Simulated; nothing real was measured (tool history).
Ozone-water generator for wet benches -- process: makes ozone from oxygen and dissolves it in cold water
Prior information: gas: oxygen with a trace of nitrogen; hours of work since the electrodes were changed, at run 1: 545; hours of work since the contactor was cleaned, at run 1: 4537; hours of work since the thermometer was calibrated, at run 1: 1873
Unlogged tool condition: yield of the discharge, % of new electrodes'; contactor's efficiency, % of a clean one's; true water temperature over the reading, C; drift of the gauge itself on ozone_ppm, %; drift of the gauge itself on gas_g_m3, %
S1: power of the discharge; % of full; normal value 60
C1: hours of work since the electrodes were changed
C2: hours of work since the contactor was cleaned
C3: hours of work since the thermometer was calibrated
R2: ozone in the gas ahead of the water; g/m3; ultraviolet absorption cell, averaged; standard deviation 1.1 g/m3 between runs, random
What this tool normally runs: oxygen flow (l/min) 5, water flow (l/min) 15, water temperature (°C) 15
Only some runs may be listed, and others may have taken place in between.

{"run": 1, "day": 0.0, "S1": 60, "oxygen flow (l/min)": 5, "water flow (l/min)": 15, "water temperature (°C)": 15, "C1": 545, "C2": 4537, "C3": 1873, "dissolved ozone (ppm)": 25.7, "R2": 203.1}
{"run": 2, "day": 2.25, "S1": 55, "oxygen flow (l/min)": 5, "water flow (l/min)": 15, "water temperature (°C)": 15, "C1": 582, "C2": 4574, "C3": 1910, "dissolved ozone (ppm)": 24.3, "R2": 189.9}
{"run": 3, "day": 4.238, "S1": 55, "oxygen flow (l/min)": 5, "water flow (l/min)": 15, "water temperature (°C)": 15, "C1": 615, "C2": 4607, "C3": 1943, "dissolved ozone (ppm)": 24.6, "R2": 188.7}
{"run": 4, "day": 6.933, "S1": 55, "oxygen flow (l/min)": 5, "water flow (l/min)": 15, "water temperature (°C)": 15, "C1": 660, "C2": 4652, "C3": 1988, "dissolved ozone (ppm)": 23.9, "R2": 189.6}
{"day": 8.367, "done": "contactor cleaned"}
{"run": 5, "day": 8.854, "S1": 55, "oxygen flow (l/min)": 5, "water flow (l/min)": 15, "water temperature (°C)": 15, "C1": 689, "C2": 8, "C3": 2017, "dissolved ozone (ppm)": 23.8, "R2": 189.2}
{"run": 6, "day": 10.433, "S1": 55, "oxygen flow (l/min)": 5, "water flow (l/min)": 15, "water temperature (°C)": 15, "C1": 715, "C2": 34, "C3": 2043, "dissolved ozone (ppm)": 23.5, "R2": 188.9}
{"run": 7, "day": 12.212, "S1": 55, "oxygen flow (l/min)": 5, "water flow (l/min)": 15, "water temperature (°C)": 15, "C1": 745, "C2": 64, "C3": 2073, "dissolved ozone (ppm)": 23.6, "R2": 189.1}
{"run": 8, "day": 13.833, "S1": 55, "oxygen flow (l/min)": 5, "water flow (l/min)": 15, "water temperature (°C)": 15, "C1": 772, "C2": 91, "C3": 2100, "dissolved ozone (ppm)": 23.5, "R2": 190.6}
{"run": 9, "day": 16.558, "S1": 60, "oxygen flow (l/min)": 5, "water flow (l/min)": 15, "water temperature (°C)": 15, "C1": 817, "C2": 136, "C3": 2145, "dissolved ozone (ppm)": 25.2, "R2": 202}
{"run": 10, "day": 19.65, "S1": 60, "oxygen flow (l/min)": 5, "water flow (l/min)": 15, "water temperature (°C)": 15, "C1": 868, "C2": 188, "C3": 2196, "dissolved ozone (ppm)": 25.3, "R2": 201.6}
{"run": 11, "day": 22.104, "S1": 60, "oxygen flow (l/min)": 5, "water flow (l/min)": 15, "water temperature (°C)": 15, "C1": 909, "C2": 228, "C3": 2237, "dissolved ozone (ppm)": 24.9, "R2": 201}
{"run": 12, "day": 24.454, "S1": 60, "oxygen flow (l/min)": 5, "water flow (l/min)": 15, "water temperature (°C)": 15, "C1": 948, "C2": 267, "C3": 2276, "dissolved ozone (ppm)": 24.9, "R2": 200.5}
{"run": 13, "day": 26.596, "S1": 60, "oxygen flow (l/min)": 5, "water flow (l/min)": 15, "water temperature (°C)": 15, "C1": 984, "C2": 303, "C3": 2312, "dissolved ozone (ppm)": 24.9, "R2": 201.6}
{"day": 27.467, "done": "contactor cleaned, once more"}
{"run": 14, "day": 29.925, "S1": 60, "oxygen flow (l/min)": 5, "water flow (l/min)": 15, "water temperature (°C)": 15, "C1": 1036, "C2": 41, "C3": 2364, "dissolved ozone (ppm)": 25.9, "R2": 199.6}
{"run": 15, "day": 32.588, "S1": 60, "oxygen flow (l/min)": 5, "water flow (l/min)": 15, "water temperature (°C)": 15, "C1": 1081, "C2": 85, "C3": 2409, "dissolved ozone (ppm)": 26, "R2": 199.2}
{"run": 16, "day": 35.075, "S1": 60, "oxygen flow (l/min)": 5, "water flow (l/min)": 15, "water temperature (°C)": 15, "C1": 1122, "C2": 126, "C3": 2450, "dissolved ozone (ppm)": 26.1, "R2": 199.2}
{"run": 17, "day": 36.408, "S1": 60, "oxygen flow (l/min)": 5, "water flow (l/min)": 12, "water temperature (°C)": 15, "C1": 1144, "C2": 149, "C3": 2472, "dissolved ozone (ppm)": 30.1, "R2": 199.4}
{"run": 18, "day": 39.1, "S1": 55, "oxygen flow (l/min)": 5, "water flow (l/min)": 15, "water temperature (°C)": 15, "C1": 1189, "C2": 193, "C3": 2517, "dissolved ozone (ppm)": 24.2, "R2": 186.4}

Run 19, settings as shown, results not yet in. Your forecast:
{"run": 19, "day": 41.396, "S1": 63, "oxygen flow (l/min)": 8.75, "water flow (l/min)": 15, "water temperature (°C)": 17, "C1": 1227, "C2": 232, "C3": 2555, "dissolved ozone (ppm)": "?", "R2": "?"}

Run 19 measured dissolved ozone (ppm) 27.7, R2 171.8 g/m3.
Without the tool's hidden state the same run would have given dissolved ozone (ppm) 28.8, R2 177.9 g/m3.
